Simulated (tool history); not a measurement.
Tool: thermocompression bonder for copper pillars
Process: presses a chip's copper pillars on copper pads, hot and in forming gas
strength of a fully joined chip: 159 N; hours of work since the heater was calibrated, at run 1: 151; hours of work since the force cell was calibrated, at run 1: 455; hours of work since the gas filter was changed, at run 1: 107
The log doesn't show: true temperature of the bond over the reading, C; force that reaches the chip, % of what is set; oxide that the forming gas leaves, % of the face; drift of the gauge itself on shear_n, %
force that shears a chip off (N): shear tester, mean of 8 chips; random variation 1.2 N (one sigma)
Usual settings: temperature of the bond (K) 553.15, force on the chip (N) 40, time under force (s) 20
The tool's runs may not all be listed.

| run | hour | temperature of the bond (K) | force on the chip (N) | time under force (s) | hours of work since the heater was calibrated | hours of work since the force cell was calibrated | hours of work since the gas filter was changed | force that shears a chip off (N) |
|---|---|---|---|---|---|---|---|---|
| 1 | 0.0 | 553.15 | 40 | 20 | 151 | 455 | 107 | 104.0 |
| 2 | 18.0 | 553.15 | 40 | 20 | 162 | 466 | 119 | 101.9 |
|  | 27.4 | forming gas filter changed |
| 3 | 40.6 | 553.15 | 40 | 20 | 175 | 479 | 8 | 113.7 |
| 4 | 60.9 | 553.15 | 40 | 47 | 188 | 492 | 21 | 133.6 |
| 5 | 80.1 | 553.15 | 24 | 47 | 199 | 503 | 32 | 102.4 |
| 6 | 92.3 | 553.15 | 40 | 31 | 207 | 511 | 40 | 121.8 |
| 7 | 115.0 | 553.15 | 40 | 31 | 221 | 525 | 54 | 124.0 |
| 8 | 131.8 | 553.15 | 40 | 31 | 231 | 535 | 64 | 121.9 |
| 9 | 146.7 | 553.15 | 40 | 31 | 240 | 544 | 73 | 118.0 |
| 10 | 159.5 | 553.15 | 40 | 20 | 248 | 552 | 81 | 110.7 |
| 11 | 182.2 | 553.15 | 40 | 20 | 262 | 566 | 95 | 107.2 |
| 12 | 192.1 | 533.15 | 41 | 14 | 268 | 572 | 101 | 81.5 |
|  | 195.6 | heater calibrated with a thermocouple chip |
| 13 | 212.1 | 533.15 | 41 | 45 | 10 | 583 | 112 | 112.9 |
| 14 | 223.8 | 575.15 | 47 | 22 | 17 | 590 | 119 | 129.4 |
|  | 231.9 | forming gas filter changed |
| 15 | 234.5 | 575.15 | 40 | 56 | 23 | 596 | 2 | 154.2 |
|  | 244.4 | heater calibrated with a thermocouple chip, once more |
| 16 | 258.7 | 553.15 | 40 | 21 | 9 | 610 | 15 | 112.9 |
| 17 | 270.7 | 553.15 | 40 | 21 | 16 | 617 | 23 | 112.4 |
| 18 | 281.2 | 565.15 | 28 | 21 | 23 | 624 | 29 | 97.4 |
| 19 | 302.8 | 565.15 | 28 | 21 | 36 | 637 | 42 | 96.4 |
| 20 | 313.4 | 538.15 | 36 | 17 | 42 | 643 | 49 | 85.3 |
| 21 | 329.5 | 561.15 | 40 | 15 | 52 | 653 | 59 | 106.1 |
| 22 | 339.1 | 538.15 | 27 | 49 | 58 | 659 | 64 | 92.8 |

3 ways to go on from here, each from the tool as it stands after run 22. What would each give?
| A | 357.4 | 532.15 | 27 | 21 | 69 | 670 | 76 | ? |
| B | 357.4 | 553.15 | 40 | 26 | 69 | 670 | 76 | ? |
| C | 357.4 | 526.15 | 27 | 49 | 69 | 670 | 76 | ? |

| run | force that shears a chip off (N) |
|---|---|
| A | 63.2 |
| B | 110.8 |
| C | 81.6 |
Without the tool's hidden state the same runs would have given:
| run | force that shears a chip off (N) |
|---|---|
| A | 66.1 |
| B | 117.1 |
| C | 85.6 |
